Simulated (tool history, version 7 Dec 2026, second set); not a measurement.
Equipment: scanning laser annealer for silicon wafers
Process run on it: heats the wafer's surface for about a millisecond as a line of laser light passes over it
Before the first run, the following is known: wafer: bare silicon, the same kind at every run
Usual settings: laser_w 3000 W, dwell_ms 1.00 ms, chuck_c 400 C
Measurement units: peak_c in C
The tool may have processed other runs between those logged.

run   hour  laser_w  dwell_ms  chuck_c  peak_c
  1    0.0     3000      1.00      400    1137
  2   16.6     3000      0.81      400    1071
  3   27.2     3081      1.00      400    1162
  4   39.1     3081      1.00      400    1160
  5   48.6     3000      1.00      367    1106
  6   58.4     3000      1.00      367    1105
  7   71.8     3000      1.00      367    1104
  8   83.2     3000      1.00      400    1134
  9   92.7     3000      1.00      400    1131
 10  103.1     3000      1.00      400    1134
 11  117.5     2749      0.98      391    1043
 12  134.8     3000      1.00      410    1126
 13  145.9     3000      1.00      410    1127
 14  160.1     3000      1.00      410    1124
 15  178.6     2762      1.00      400    1047
 16  188.2     3207      1.11      374    1186
 17  201.9     2824      0.82      379     988
 18  217.2     3000      0.98      400    1142
 19  228.4     3000      1.00      385    1134

Withheld: 2 entries from between the runs. Position of each, and hidden state at the listed run before versus the listed run after:
Between runs 11 and 12: optics aligned, line set to its width (hour 125.7)
  light that passes the window, % of a clean one's: 96.95 -> 96.89; width of the line over the set one, %: 4.03 -> 6.62
  measured result minus the result with no hidden state, peak_c: -46 -> -65 C
Between runs 17 and 18: optics aligned, line set to its width, once more (hour 211.6)
  light that passes the window, % of a clean one's: 96.54 -> 96.49; laser's true power over the reading, %: 0 -> -0.01; width of the line over the set one, %: 6.7 -> 0.01
  measured result minus the result with no hidden state, peak_c: -59 -> -33 C
